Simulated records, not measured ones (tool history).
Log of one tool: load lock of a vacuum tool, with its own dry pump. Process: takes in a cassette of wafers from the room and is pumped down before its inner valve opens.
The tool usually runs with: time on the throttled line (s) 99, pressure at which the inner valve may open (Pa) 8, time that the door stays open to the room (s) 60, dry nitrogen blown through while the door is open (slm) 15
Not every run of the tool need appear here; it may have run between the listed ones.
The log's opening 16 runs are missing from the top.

run    hour  time on the throttled line (s)  pressure at which the inner valve may open (Pa)  time that the door stays open to the room (s)  dry nitrogen blown through while the door is open (slm)  incoming humidity of the room's air, %  time from the closed door until the inner valve may open (s)  rise of the pressure with all valves shut (Pa/min)
 17  1450.7                              99                                                8                                             60                                                       15                                    44.6                                                         146.0                                               0.032
 18  1560.0                              99                                                8                                             60                                                       15                                    47.6                                                         145.6                                               0.029
 19  1633.0                              99                                                8                                             60                                                       15                                    42.2                                                         145.5                                               0.026
 20  1726.9                              99                                               11                                            175                                                       15                                    44.7                                                         144.0                                               0.068
 21  1806.6                              99                                               11                                            175                                                       15                                    43.9                                                         144.1                                               0.065
 22  1913.6                              99                                               11                                             30                                                       15                                    41.7                                                         143.7                                               0.023
 23  1972.1                             104                                                6                                            184                                                        9                                    42.9                                                         151.7                                               0.072
 24  2039.1                             104                                                6                                            184                                                        9                                    45.2                                                         151.3                                               0.088
 25  2092.7                             104                                               15                                            234                                                       33                                    39.5                                                         147.6                                               0.057
 26  2168.1                              99                                                7                                             49                                                       15                                    43.4                                                         145.7                                               0.027
 27  2219.4                              78                                                7                                            212                                                        6                                    44.9                                                         127.9                                               0.094
 28  2336.8                              78                                                7                                            212                                                        6                                    42.9                                                         128.3                                               0.092
 29  2389.1                              78                                                7                                            212                                                        6                                    44.8                                                         127.3                                               0.101
 30  2496.0                             143                                                8                                             60                                                       38                                    45.0                                                         185.2                                               0.024
 31  2595.2                              73                                                6                                             25                                                       44                                    43.0                                                         125.2                                               0.014
 32  2697.4                              76                                                6                                             25                                                       44                                    43.7                                                         128.5                                               0.012
 33  2775.7                              99                                                8                                             92                                                       28                                    46.4                                                         146.1                                               0.033
 34  2845.3                              86                                                8                                             60                                                       15                                    42.8                                                         134.7                                               0.033
 35  2923.8                             131                                                8                                             60                                                       31                                    43.9                                                         172.4                                               0.028
 36  2981.9                             131                                                9                                             62                                                       31                                    44.6                                                         172.4                                               0.026
 37  3053.4                              99                                                9                                             60                                                       15                                    42.9                                                         145.8                                               0.028

Branching from run 37: 3 alternative next runs. What would each branch give?
  A  3135.6                              99                                                8                                             28                                                       15                                    44.0                                                             ?                                                   ?
  B  3135.6                              99                                                9                                             27                                                       26                                    45.2                                                             ?                                                   ?
  C  3135.6                              99                                               15                                             60                                                       15                                    46.2                                                             ?                                                   ?

run  time from the closed door until the inner valve may open (s)  rise of the pressure with all valves shut (Pa/min)
  A                                                         147.2                                               0.017
  B                                                         145.4                                               0.015
  C                                                         141.2                                               0.033
Stripped of hidden state, with their random variation kept, the same runs would have yielded:
run  time from the closed door until the inner valve may open (s)  rise of the pressure with all valves shut (Pa/min)
  A                                                         147.2                                               0.017
  B                                                         145.4                                               0.015
  C                                                         141.2                                               0.033
